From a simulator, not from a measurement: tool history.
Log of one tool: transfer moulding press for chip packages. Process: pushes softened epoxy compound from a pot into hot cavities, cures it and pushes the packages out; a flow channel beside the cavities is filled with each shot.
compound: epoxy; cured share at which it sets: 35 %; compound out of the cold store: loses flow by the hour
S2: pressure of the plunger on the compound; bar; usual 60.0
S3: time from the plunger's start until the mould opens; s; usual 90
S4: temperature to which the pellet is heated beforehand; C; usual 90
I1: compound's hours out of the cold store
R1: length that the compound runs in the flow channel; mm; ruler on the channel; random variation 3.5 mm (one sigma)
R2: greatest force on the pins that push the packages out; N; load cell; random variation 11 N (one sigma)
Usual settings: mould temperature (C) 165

Run 1, hour 0.0: usual settings; I1 20.1. Result: R1 813 mm, R2 760 N.
Run 2, hour 16.6: usual settings; I1 17.1. Result: R1 826 mm, R2 831 N.
Run 3, hour 30.5: usual settings; I1 18.9. Result: R1 810 mm, R2 903 N.
Run 4, hour 42.7: usual settings but S3 95 s; I1 8.9. Result: R1 861 mm, R2 866 N.
Run 5, hour 51.7: usual settings but S3 95 s; I1 32.4. Result: R1 754 mm, R2 825 N.
At hour 55.9: cavities cleaned with cleaning compound and waxed.
Run 6, hour 66.6: usual settings but S3 95 s; I1 32.1. Result: R1 749 mm, R2 612 N.
Run 7, hour 84.2: usual settings but S3 95 s; I1 31.5. Result: R1 748 mm, R2 743 N.
Run 8, hour 93.9: usual settings but mould temperature (C) 171; I1 24.1. Result: R1 743 mm, R2 678 N.
Run 9, hour 108.0: usual settings but mould temperature (C) 171; I1 26.0. Result: R1 737 mm, R2 742 N.
Run 10, hour 122.1: usual settings but mould temperature (C) 171; I1 16.2. Result: R1 764 mm, R2 747 N.
At hour 128.8: cavities cleaned with cleaning compound and waxed.
Run 11, hour 133.2: usual settings but mould temperature (C) 171; I1 46.2. Result: R1 656 mm, R2 480 N.
Run 12, hour 145.5: usual settings but S3 124 s; I1 12.1. Result: R1 815 mm, R2 587 N.
Run 13, hour 158.3: usual settings but mould temperature (C) 169, S3 124 s; I1 32.2. Result: R1 709 mm, R2 648 N.
Run 14, hour 167.0: usual settings; I1 27.1. Result: R1 740 mm, R2 841 N.
At hour 181.1: plunger's sealing rings changed.
Run 15, hour 184.1: usual settings but S2 57.2 bar, S4 96 C; I1 34.0. Result: R1 742 mm, R2 834 N.
Run 16, hour 195.6: usual settings but S2 62.9 bar, S3 96 s, S4 96 C; I1 16.3. Result: R1 854 mm, R2 863 N.
At hour 204.5: cavities cleaned with cleaning compound and waxed.
Run 17, hour 207.3: usual settings but S2 62.9 bar, S3 96 s, S4 96 C; I1 20.0. Result: R1 839 mm, R2 499 N.
Run 18, hour 216.4: usual settings but mould temperature (C) 171, S2 62.9 bar, S3 96 s, S4 87 C; I1 17.6. Result: R1 823 mm, R2 548 N.
Run 19, hour 233.1: usual settings but mould temperature (C) 162, S2 74.0 bar, S3 122 s, S4 87 C; I1 33.5. Result: R1 859 mm, R2 681 N.
Run 20, hour 240.4: usual settings but mould temperature (C) 162, S2 49.6 bar, S3 122 s, S4 98 C; I1 9.8. Result: R1 793 mm, R2 699 N.
Run 21, hour 255.0: usual settings but S3 125 s, S4 99 C; I1 8.4. Result: R1 854 mm, R2 720 N.
Run 22, hour 268.4: usual settings but mould temperature (C) 161, S2 68.3 bar, S3 125 s, S4 99 C; I1 40.3. Result: R1 788 mm, R2 758 N.
At hour 278.6: cavities cleaned with cleaning compound and waxed.
Run 23, hour 287.0: usual settings but S2 57.3 bar, S3 115 s, S4 86 C; I1 37.4. Result: R1 719 mm, R2 532 N.
Run 24, hour 302.5: usual settings but mould temperature (C) 171, S2 64.7 bar, S3 122 s, S4 88 C; I1 41.0. Result: R1 714 mm, R2 598 N.
Run 25, hour 314.4: usual settings but mould temperature (C) 173, S2 64.7 bar, S3 122 s, S4 87 C; I1 23.5. Result: R1 774 mm, R2 673 N.
Run 26, hour 328.3: usual settings but mould temperature (C) 173, S2 64.7 bar, S3 122 s, S4 87 C; I1 43.8. Result: R1 690 mm, R2 706 N.
Run 27, hour 344.1: usual settings but mould temperature (C) 158, S2 64.7 bar, S3 102 s, S4 92 C; I1 14.4. Result: R1 876 mm, R2 1213 N.
At hour 351.9: cavities cleaned with cleaning compound and waxed.
Run 28, hour 360.3: usual settings but mould temperature (C) 170, S3 109 s; I1 40.6. Result: R1 681 mm, R2 514 N.

Forecast each of these 4 alternatives for the next run:
Run A, hour 376.9: usual settings but mould temperature (C) 171, S2 67.5 bar, S3 109 s, S4 82 C; I1 39.8. Result: R1 ?, R2 ?.
Run B, hour 376.9: usual settings but mould temperature (C) 170, S2 47.7 bar, S3 76 s, S4 95 C; I1 21.8. Result: R1 ?, R2 ?.
Run C, hour 376.9: usual settings but mould temperature (C) 162, S3 109 s; I1 29.6. Result: R1 ?, R2 ?.
Run D, hour 376.9: usual settings but mould temperature (C) 163; I1 33.7. Result: R1 ?, R2 ?.

run   R1   R2
  A  719  630
  B  664  760
  C  746  687
  D  735  793
Without the tool's hidden state the same runs would have given:
run   R1   R2
  A  767  404
  B  709  504
  C  797  450
  D  784  530
